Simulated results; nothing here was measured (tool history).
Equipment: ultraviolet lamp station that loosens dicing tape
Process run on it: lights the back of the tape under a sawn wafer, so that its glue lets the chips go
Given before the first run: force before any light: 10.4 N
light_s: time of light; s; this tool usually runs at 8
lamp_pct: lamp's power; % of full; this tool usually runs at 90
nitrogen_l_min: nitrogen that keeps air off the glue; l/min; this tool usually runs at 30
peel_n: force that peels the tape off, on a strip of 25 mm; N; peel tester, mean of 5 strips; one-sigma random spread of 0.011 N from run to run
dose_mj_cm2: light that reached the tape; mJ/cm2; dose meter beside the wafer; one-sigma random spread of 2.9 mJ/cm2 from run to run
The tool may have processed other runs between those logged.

run 1 hour=0 | light_s=8 lamp_pct=90 nitrogen_l_min=30 | peel_n=0.623 dose_mj_cm2=385
run 2 hour=47.8 | light_s=8 lamp_pct=90 nitrogen_l_min=30 | peel_n=0.651 dose_mj_cm2=369
run 3 hour=100.9 | light_s=8 lamp_pct=90 nitrogen_l_min=13 | peel_n=1.36 dose_mj_cm2=349
run 4 hour=167.8 | light_s=8 lamp_pct=90 nitrogen_l_min=11 | peel_n=1.662 dose_mj_cm2=332
run 5 hour=198.6 | light_s=9 lamp_pct=90 nitrogen_l_min=11 | peel_n=1.447 dose_mj_cm2=366
run 6 hour=226.9 | light_s=12 lamp_pct=90 nitrogen_l_min=11 | peel_n=0.817 dose_mj_cm2=476
run 7 hour=269.9 | light_s=16 lamp_pct=90 nitrogen_l_min=30 | peel_n=0.182 dose_mj_cm2=613
-- hour=295 window cleaned of glue's vapour
run 8 hour=311 | light_s=16 lamp_pct=90 nitrogen_l_min=23 | peel_n=0.179 dose_mj_cm2=695
run 9 hour=362.1 | light_s=8 lamp_pct=90 nitrogen_l_min=41 | peel_n=0.704 dose_mj_cm2=339
run 10 hour=409.9 | light_s=8 lamp_pct=90 nitrogen_l_min=41 | peel_n=0.733 dose_mj_cm2=324
run 11 hour=454.1 | light_s=8 lamp_pct=100 nitrogen_l_min=30 | peel_n=0.737 dose_mj_cm2=343
run 12 hour=507 | light_s=8 lamp_pct=82 nitrogen_l_min=14 | peel_n=2.084 dose_mj_cm2=273
run 13 hour=562 | light_s=8 lamp_pct=65 nitrogen_l_min=30 | peel_n=2.159 dose_mj_cm2=202
run 14 hour=616.5 | light_s=14 lamp_pct=60 nitrogen_l_min=30 | peel_n=0.955 dose_mj_cm2=313
run 15 hour=660.2 | light_s=14 lamp_pct=60 nitrogen_l_min=30 | peel_n=1.069 dose_mj_cm2=303
run 16 hour=688.5 | light_s=14 lamp_pct=60 nitrogen_l_min=30 | peel_n=1.153 dose_mj_cm2=299
run 17 hour=727.8 | light_s=5 lamp_pct=74 nitrogen_l_min=10 | peel_n=5.194 dose_mj_cm2=129
run 18 hour=779.6 | light_s=8 lamp_pct=74 nitrogen_l_min=33 | peel_n=2.384 dose_mj_cm2=195
-- hour=808.7 window cleaned of glue's vapour
run 19 hour=818.1 | light_s=8 lamp_pct=92 nitrogen_l_min=30 | peel_n=1.266 dose_mj_cm2=274

Consider 4 possible next runs. They are alternatives, not a sequence: every one starts from the tool as it was left by run 19. What does each give?
-- hour=866.1 lamp changed
run A hour=869.9 | light_s=4 lamp_pct=80 nitrogen_l_min=30 | peel_n=? dose_mj_cm2=?
-- hour=866.1 lamp changed
run B hour=869.9 | light_s=5 lamp_pct=94 nitrogen_l_min=19 | peel_n=? dose_mj_cm2=?
-- hour=866.1 lamp changed
run C hour=869.9 | light_s=11 lamp_pct=90 nitrogen_l_min=30 | peel_n=? dose_mj_cm2=?
-- hour=866.1 lamp changed
run D hour=869.9 | light_s=8 lamp_pct=67 nitrogen_l_min=30 | peel_n=? dose_mj_cm2=?

run=A peel_n=2.689 dose_mj_cm2=176
run=B peel_n=1.909 dose_mj_cm2=265
run=C peel_n=0.221 dose_mj_cm2=560
run=D peel_n=1.039 dose_mj_cm2=305
Had the tool no hidden state, the same runs would have come out as:
run=A peel_n=2.567 dose_mj_cm2=182
run=B peel_n=1.803 dose_mj_cm2=274
run=C peel_n=0.204 dose_mj_cm2=579
run=D peel_n=0.967 dose_mj_cm2=315
